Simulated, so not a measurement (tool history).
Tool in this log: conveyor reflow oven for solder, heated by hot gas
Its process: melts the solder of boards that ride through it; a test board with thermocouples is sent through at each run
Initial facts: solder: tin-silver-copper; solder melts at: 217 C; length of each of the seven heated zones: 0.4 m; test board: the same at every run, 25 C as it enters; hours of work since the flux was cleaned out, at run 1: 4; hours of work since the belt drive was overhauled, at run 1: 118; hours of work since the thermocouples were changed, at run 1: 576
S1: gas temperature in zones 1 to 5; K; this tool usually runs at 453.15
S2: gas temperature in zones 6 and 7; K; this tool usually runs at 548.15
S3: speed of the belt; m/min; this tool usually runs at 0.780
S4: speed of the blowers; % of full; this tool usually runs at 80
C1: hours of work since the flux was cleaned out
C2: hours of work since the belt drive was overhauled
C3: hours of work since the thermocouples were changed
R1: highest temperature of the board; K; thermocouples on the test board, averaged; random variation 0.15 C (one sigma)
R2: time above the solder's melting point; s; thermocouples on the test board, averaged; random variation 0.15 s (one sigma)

| run | hour | S1 | S2 | S3 | S4 | C1 | C2 | C3 | R1 | R2 |
|---|---|---|---|---|---|---|---|---|---|---|
| 1 | 0.0 | 453.15 | 548.15 | 0.780 | 80 | 4 | 118 | 576 | 537.75 | 54.3 |
| 2 | 14.1 | 453.15 | 548.15 | 0.885 | 80 | 13 | 127 | 585 | 534.55 | 46.2 |
| 3 | 28.5 | 453.15 | 548.15 | 0.885 | 80 | 23 | 136 | 594 | 534.25 | 46.5 |
| 4 | 42.4 | 453.15 | 548.15 | 0.780 | 80 | 32 | 145 | 603 | 538.05 | 54.2 |
| 5 | 51.2 | 453.15 | 548.15 | 0.670 | 80 | 37 | 151 | 609 | 541.45 | 65.3 |
| 6 | 60.3 | 453.15 | 548.15 | 0.670 | 80 | 43 | 157 | 615 | 541.65 | 65.3 |
| 7 | 80.9 | 453.15 | 548.15 | 0.670 | 80 | 57 | 170 | 628 | 541.85 | 65.3 |
| 8 | 90.1 | 453.15 | 548.15 | 0.670 | 80 | 63 | 176 | 634 | 541.65 | 65.5 |
| 9 | 99.3 | 453.15 | 548.15 | 0.780 | 80 | 68 | 182 | 640 | 537.65 | 54.0 |
| 10 | 119.8 | 453.15 | 548.15 | 0.780 | 80 | 82 | 195 | 653 | 537.65 | 54.4 |
| 11 | 133.9 | 453.15 | 548.15 | 0.780 | 80 | 91 | 204 | 662 | 537.55 | 54.4 |
| 12 | 152.2 | 453.15 | 548.15 | 0.780 | 80 | 103 | 216 | 674 | 537.75 | 54.6 |
| 13 | 170.2 | 453.15 | 548.15 | 0.780 | 80 | 114 | 228 | 685 | 537.85 | 54.2 |
| 14 | 185.4 | 453.15 | 548.15 | 0.780 | 80 | 124 | 237 | 695 | 537.45 | 54.2 |
| 15 | 203.3 | 448.15 | 548.15 | 0.780 | 80 | 136 | 249 | 707 | 536.75 | 52.5 |
| 16 | 222.9 | 453.15 | 544.15 | 0.780 | 80 | 148 | 262 | 719 | 533.85 | 52.6 |
| 17 | 235.0 | 453.15 | 548.15 | 0.642 | 80 | 156 | 269 | 727 | 542.35 | 68.6 |
| 18 | 251.4 | 453.15 | 548.15 | 0.697 | 58 | 167 | 280 | 738 | 535.75 | 60.0 |
| 19 | 266.0 | 453.15 | 548.15 | 0.697 | 58 | 176 | 289 | 747 | 535.85 | 59.8 |
| 20 | 275.8 | 453.15 | 548.15 | 0.785 | 57 | 182 | 296 | 754 | 531.65 | 50.6 |
| 21 | 291.3 | 453.15 | 545.15 | 0.780 | 70 | 192 | 306 | 764 | 532.35 | 52.0 |
| 22 | 308.4 | 453.15 | 545.15 | 0.780 | 70 | 203 | 317 | 775 | 532.45 | 51.8 |
| 23 | 317.1 | 444.15 | 545.15 | 0.780 | 89 | 209 | 322 | 780 | 534.75 | 50.9 |
| 24 | 328.0 | 448.15 | 562.15 | 0.652 | 54 | 216 | 329 | 787 | 548.65 | 68.4 |
| 25 | 347.8 | 453.15 | 561.15 | 0.780 | 80 | 229 | 342 | 800 | 548.75 | 58.6 |
| 26 | 368.9 | 457.15 | 548.15 | 0.939 | 80 | 242 | 356 | 814 | 531.25 | 43.3 |
| 27 | 387.0 | 453.15 | 546.15 | 0.780 | 80 | 254 | 367 | 825 | 535.25 | 53.3 |
| 28 | 399.8 | 453.15 | 546.15 | 0.780 | 80 | 262 | 376 | 834 | 535.05 | 53.5 |
| 29 | 410.5 | 454.15 | 557.15 | 0.780 | 80 | 269 | 383 | 840 | 544.85 | 57.5 |
| 30 | 426.7 | 455.15 | 553.15 | 0.789 | 56 | 280 | 393 | 851 | 535.45 | 52.8 |
| 31 | 444.4 | 455.15 | 553.15 | 0.789 | 56 | 291 | 404 | 862 | 535.45 | 52.7 |
| 32 | 465.8 | 453.15 | 548.15 | 0.663 | 80 | 305 | 418 | 876 | 541.05 | 66.3 |

Each row is a separate what-if for the run after 32, all from the same tool condition, not one after another. Results?
| A | 478.2 | 458.15 | 548.15 | 0.663 | 80 | 313 | 426 | 884 | ? | ? |
| B | 478.2 | 467.15 | 550.15 | 0.660 | 80 | 313 | 426 | 884 | ? | ? |
| C | 478.2 | 453.15 | 548.15 | 0.793 | 80 | 313 | 426 | 884 | ? | ? |

| run | R1 | R2 |
|---|---|---|
| A | 541.75 | 67.9 |
| B | 544.45 | 72.6 |
| C | 536.15 | 52.8 |
The same runs, with their run-to-run variation unchanged, on a tool lacking any hidden condition would have given:
| run | R1 | R2 |
|---|---|---|
| A | 540.65 | 66.8 |
| B | 543.25 | 71.2 |
| C | 535.95 | 52.4 |

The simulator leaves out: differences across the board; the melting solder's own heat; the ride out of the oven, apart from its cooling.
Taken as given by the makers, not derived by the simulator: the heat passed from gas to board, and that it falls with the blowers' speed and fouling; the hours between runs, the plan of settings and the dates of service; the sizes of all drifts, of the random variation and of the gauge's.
